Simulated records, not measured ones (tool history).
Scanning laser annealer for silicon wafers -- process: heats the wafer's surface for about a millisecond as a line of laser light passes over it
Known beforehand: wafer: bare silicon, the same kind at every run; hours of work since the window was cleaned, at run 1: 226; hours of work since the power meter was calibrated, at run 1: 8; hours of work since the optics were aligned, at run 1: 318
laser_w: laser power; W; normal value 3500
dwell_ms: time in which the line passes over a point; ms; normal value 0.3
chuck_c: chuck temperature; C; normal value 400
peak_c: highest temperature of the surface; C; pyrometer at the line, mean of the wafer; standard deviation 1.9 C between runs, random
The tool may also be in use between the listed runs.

run	day	laser_w	dwell_ms	chuck_c	hours of work since the window was cleaned	hours of work since the power meter was calibrated	hours of work since the optics were aligned	peak_c
1	0	3500	0.3	400	226	8	318	1146
2	0.521	3500	0.3	400	234	16	327	1142
3	1.2	3660	0.3	400	245	27	338	1180
4	1.842	3660	0.3	400	256	38	348	1172
5	2.175	3660	0.3	397	261	43	353	1170
6	2.7	3660	0.263	397	269	51	362	1119
7	3.371	3660	0.263	397	280	62	372	1118
8	3.958	3500	0.3	400	290	72	382	1139
9	4.412	3500	0.3	400	297	79	389	1137
# day 4.6: laser's power meter calibrated
10	4.921	3500	0.3	400	303	5	395	1136
11	5.362	3388	0.276	400	310	12	402	1083
12	6.017	3822	0.25	381	321	23	413	1110
# day 6.358: laser's power meter calibrated, once more
13	6.629	3822	0.345	427	329	4	421	1290
14	6.954	3500	0.359	388	334	10	426	1194
15	7.296	3083	0.359	388	339	15	431	1098
16	8.058	3641	0.296	372	351	27	444	1128

Branching from run 16: 3 alternative next runs. What would each branch give?
A	8.454	2999	0.352	391	358	34	450	?
B	8.454	3462	0.296	372	358	34	450	?
C	8.454	3087	0.341	423	358	34	450	?

run	peak_c
A	1074
B	1090
C	1114
With the hidden condition removed and each run's random variation left untouched, the same runs would have given:
run	peak_c
A	1113
B	1131
C	1153
